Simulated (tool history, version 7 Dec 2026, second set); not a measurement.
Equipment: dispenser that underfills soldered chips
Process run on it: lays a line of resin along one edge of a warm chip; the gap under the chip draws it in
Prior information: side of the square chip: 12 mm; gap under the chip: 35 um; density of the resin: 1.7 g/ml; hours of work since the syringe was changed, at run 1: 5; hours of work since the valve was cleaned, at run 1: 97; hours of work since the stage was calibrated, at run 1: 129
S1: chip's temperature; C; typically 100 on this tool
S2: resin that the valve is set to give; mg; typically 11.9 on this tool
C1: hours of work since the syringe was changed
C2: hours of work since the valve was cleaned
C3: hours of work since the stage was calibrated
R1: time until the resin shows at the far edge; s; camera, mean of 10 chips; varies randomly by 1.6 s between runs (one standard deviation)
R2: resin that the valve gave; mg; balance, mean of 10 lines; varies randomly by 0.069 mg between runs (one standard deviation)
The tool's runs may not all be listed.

run 1 hour=0.0 | S1=100 S2=11.9 | C1=5 C2=97 C3=129 | R1=195.1 R2=11.06
-- hour=4.9 new syringe of resin
run 2 hour=6.4 | S1=100 S2=11.8 | C1=1 C2=102 C3=133 | R1=164.5 R2=11.00
run 3 hour=12.1 | S1=100 S2=14.1 | C1=5 C2=105 C3=137 | R1=186.8 R2=13.10
-- hour=18.0 new syringe of resin
run 4 hour=19.1 | S1=109 S2=11.9 | C1=1 C2=110 C3=141 | R1=122.1 R2=10.91
run 5 hour=23.1 | S1=109 S2=11.9 | C1=3 C2=113 C3=144 | R1=135.9 R2=10.97
run 6 hour=29.3 | S1=102 S2=11.9 | C1=8 C2=117 C3=148 | R1=204.6 R2=10.89
-- hour=31.0 new syringe of resin
run 7 hour=35.6 | S1=100 S2=10.7 | C1=3 C2=121 C3=152 | R1=182.7 R2=9.84
run 8 hour=39.8 | S1=109 S2=11.9 | C1=6 C2=124 C3=155 | R1=150.5 R2=10.98
run 9 hour=43.0 | S1=109 S2=11.9 | C1=8 C2=126 C3=157 | R1=163.1 R2=10.87
-- hour=44.3 new syringe of resin
run 10 hour=48.5 | S1=109 S2=11.9 | C1=3 C2=129 C3=161 | R1=132.6 R2=10.82
-- hour=51.9 dispensing valve cleaned and set on the balance
run 11 hour=56.6 | S1=109 S2=11.9 | C1=8 C2=3 C3=166 | R1=159.8 R2=11.81
-- hour=58.6 new syringe of resin
run 12 hour=64.1 | S1=109 S2=11.9 | C1=4 C2=8 C3=170 | R1=135.0 R2=11.83
run 13 hour=67.6 | S1=100 S2=10.6 | C1=6 C2=10 C3=173 | R1=201.1 R2=10.53
-- hour=71.4 new syringe of resin
run 14 hour=74.0 | S1=100 S2=10.6 | C1=2 C2=14 C3=177 | R1=170.5 R2=10.44
run 15 hour=81.6 | S1=100 S2=10.9 | C1=7 C2=20 C3=182 | R1=207.1 R2=10.75
-- hour=84.3 new syringe of resin
run 16 hour=89.3 | S1=100 S2=14.6 | C1=3 C2=25 C3=187 | R1=170.2 R2=14.36
run 17 hour=93.6 | S1=100 S2=11.9 | C1=6 C2=28 C3=190 | R1=201.5 R2=11.65
-- hour=97.1 new syringe of resin
run 18 hour=101.9 | S1=100 S2=11.9 | C1=3 C2=33 C3=195 | R1=172.8 R2=11.61
run 19 hour=106.9 | S1=111 S2=13.3 | C1=7 C2=36 C3=199 | R1=135.3 R2=12.88
-- hour=109.8 new syringe of resin
run 20 hour=115.0 | S1=105 S2=12.3 | C1=3 C2=42 C3=204 | R1=148.8 R2=11.84
run 21 hour=118.4 | S1=104 S2=11.4 | C1=6 C2=44 C3=206 | R1=174.1 R2=10.99
-- hour=122.7 new syringe of resin
run 22 hour=124.6 | S1=104 S2=11.4 | C1=1 C2=48 C3=210 | R1=146.0 R2=10.99
run 23 hour=129.7 | S1=104 S2=11.4 | C1=5 C2=51 C3=214 | R1=165.8 R2=10.92
-- hour=135.6 new syringe of resin
run 24 hour=136.5 | S1=94 S2=12.0 | C1=1 C2=56 C3=218 | R1=190.5 R2=11.42
run 25 hour=140.9 | S1=97 S2=11.3 | C1=4 C2=59 C3=221 | R1=193.1 R2=10.82
-- hour=148.4 new syringe of resin
run 26 hour=149.1 | S1=89 S2=10.8 | C1=0 C2=64 C3=226 | R1=231.7 R2=10.30
run 27 hour=153.0 | S1=86 S2=13.9 | C1=3 C2=67 C3=229 | R1=261.6 R2=13.24
run 28 hour=159.6 | S1=86 S2=10.6 | C1=8 C2=71 C3=233 | R1=334.5 R2=10.09
-- hour=161.2 new syringe of resin
run 29 hour=164.1 | S1=86 S2=14.0 | C1=2 C2=74 C3=236 | R1=251.3 R2=13.19
run 30 hour=169.3 | S1=110 S2=11.2 | C1=5 C2=77 C3=240 | R1=144.9 R2=10.61
-- hour=174.3 new syringe of resin
run 31 hour=174.5 | S1=110 S2=11.2 | C1=0 C2=81 C3=243 | R1=116.3 R2=10.53
run 32 hour=181.6 | S1=99 S2=11.4 | C1=5 C2=85 C3=248 | R1=194.8 R2=10.64
-- hour=187.6 new syringe of resin
run 33 hour=189.4 | S1=99 S2=11.4 | C1=1 C2=90 C3=253 | R1=166.6 R2=10.70
run 34 hour=192.8 | S1=92 S2=11.0 | C1=4 C2=93 C3=255 | R1=229.2 R2=10.26
run 35 hour=199.7 | S1=102 S2=11.9 | C1=8 C2=97 C3=260 | R1=192.9 R2=11.05

Below are 4 alternative next runs, each starting from the tool's condition after run 35. Predict each:
-- hour=200.5 new syringe of resin
run A hour=203.7 | S1=102 S2=13.9 | C1=2 C2=100 C3=262 | R1=? R2=?
-- hour=200.5 new syringe of resin
run B hour=203.7 | S1=114 S2=15.3 | C1=2 C2=100 C3=262 | R1=? R2=?
-- hour=200.5 new syringe of resin
run C hour=203.7 | S1=106 S2=12.9 | C1=2 C2=100 C3=262 | R1=? R2=?
-- hour=200.5 new syringe of resin
run D hour=203.7 | S1=108 S2=11.9 | C1=2 C2=100 C3=262 | R1=? R2=?

run=A R1=150.3 R2=13.10
run=B R1=102.8 R2=14.34
run=C R1=131.9 R2=11.98
run=D R1=130.2 R2=11.06
Had the tool no hidden state, the same runs would have come out as:
run=A R1=145.0 R2=14.08
run=B R1=99.2 R2=15.42
run=C R1=126.5 R2=12.88
run=D R1=124.1 R2=11.90

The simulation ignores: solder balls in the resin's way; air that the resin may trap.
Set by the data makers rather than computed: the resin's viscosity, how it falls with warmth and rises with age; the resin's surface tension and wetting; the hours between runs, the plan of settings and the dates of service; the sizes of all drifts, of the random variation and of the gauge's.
